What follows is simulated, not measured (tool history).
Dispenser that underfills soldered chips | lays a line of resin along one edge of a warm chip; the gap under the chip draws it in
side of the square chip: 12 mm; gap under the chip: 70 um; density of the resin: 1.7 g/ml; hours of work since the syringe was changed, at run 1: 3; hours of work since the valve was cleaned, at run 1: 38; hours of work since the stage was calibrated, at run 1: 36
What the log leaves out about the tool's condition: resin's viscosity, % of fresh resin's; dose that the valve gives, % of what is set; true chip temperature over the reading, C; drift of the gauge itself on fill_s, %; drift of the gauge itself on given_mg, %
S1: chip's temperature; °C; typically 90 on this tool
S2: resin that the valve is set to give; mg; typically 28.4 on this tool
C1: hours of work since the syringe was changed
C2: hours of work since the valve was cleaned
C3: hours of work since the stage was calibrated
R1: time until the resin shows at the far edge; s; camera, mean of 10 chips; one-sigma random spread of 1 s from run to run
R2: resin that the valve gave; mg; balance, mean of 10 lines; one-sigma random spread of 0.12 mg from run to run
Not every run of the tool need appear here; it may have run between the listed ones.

run,day,S1,S2,C1,C2,C3,R1,R2
1,0.000,90,28.4,3,38,36,119.5,27.74
2,0.125,90,28.4,5,40,38,136.8,27.46
# day 0.233: new syringe of resin
3,0.271,90,28.4,1,42,40,101.2,27.53
4,0.458,90,28.4,4,45,43,128.1,27.59
5,0.596,90,28.4,6,47,45,147.6,27.66
# day 0.654: new syringe of resin
6,0.762,90,28.4,2,49,47,109.3,27.31
7,0.925,90,28.4,4,52,50,133.0,27.51
8,1.029,90,28.4,6,53,52,148.8,27.38
# day 1.062: new syringe of resin
9,1.192,90,29.1,2,56,54,115.2,27.88
10,1.400,90,28.4,5,59,57,145.8,27.14
# day 1.483: new syringe of resin
11,1.579,90,28.4,1,62,60,109.0,27.34
12,1.717,90,28.4,4,64,62,126.9,27.14
# day 1.892: new syringe of resin
13,1.904,90,28.4,0,67,65,96.8,27.23
14,2.025,82,28.4,2,69,67,150.9,27.19
15,2.225,82,28.4,5,72,70,189.9,27.04
# day 2.304: new syringe of resin
16,2.350,82,28.4,1,74,72,136.1,26.86
17,2.492,82,28.4,3,76,74,161.7,26.94
18,2.625,82,28.4,5,78,76,194.3,26.91
# day 2.712: new syringe of resin
19,2.812,82,28.4,2,81,79,143.7,27.02
20,2.908,90,36.1,3,82,81,119.4,34.21
21,3.038,90,36.1,5,84,83,140.5,33.95
# day 3.129: new syringe of resin
22,3.162,99,36.1,1,86,84,75.0,33.98
# day 3.296: dispensing valve cleaned and set on the balance
23,3.383,90,27.1,3,1,87,126.8,27.01
# day 3.588: new syringe of resin
24,3.596,89,28.4,0,5,90,104.4,28.26
25,3.721,89,28.4,2,7,92,117.7,28.22
26,3.842,89,28.4,4,8,94,137.5,28.34
# day 4.008: new syringe of resin
27,4.079,87,35.1,1,12,98,115.7,34.92
28,4.208,88,25.1,3,14,100,132.8,24.81
29,4.396,88,25.1,6,17,103,165.9,24.74
# day 4.425: new syringe of resin
30,4.517,104,30.2,1,19,105,67.0,29.81
31,4.617,104,30.2,3,20,106,76.1,29.71
32,4.733,80,33.0,5,22,108,200.5,32.69
# day 4.838: new syringe of resin
33,4.883,80,33.0,1,24,110,146.2,32.56
34,5.042,93,36.7,3,27,113,110.7,36.01

Below are 4 alternative next runs, each starting from the tool's condition after run 34. Predict each:
# day 5.254: new syringe of resin
A,5.283,94,26.7,0,31,116,?,?
# day 5.254: new syringe of resin
B,5.283,104,34.8,0,31,116,?,?
# day 5.254: new syringe of resin
C,5.283,84,28.6,0,31,116,?,?
# day 5.254: new syringe of resin
D,5.283,78,36.7,0,31,116,?,?

run,R1,R2
A,89.0,25.96
B,63.2,34.05
C,127.5,28.03
D,153.6,36.11
Without the tool's unlogged condition, the same runs would have read:
run,R1,R2
A,83.6,26.55
B,59.6,34.83
C,119.8,28.68
D,144.4,36.94
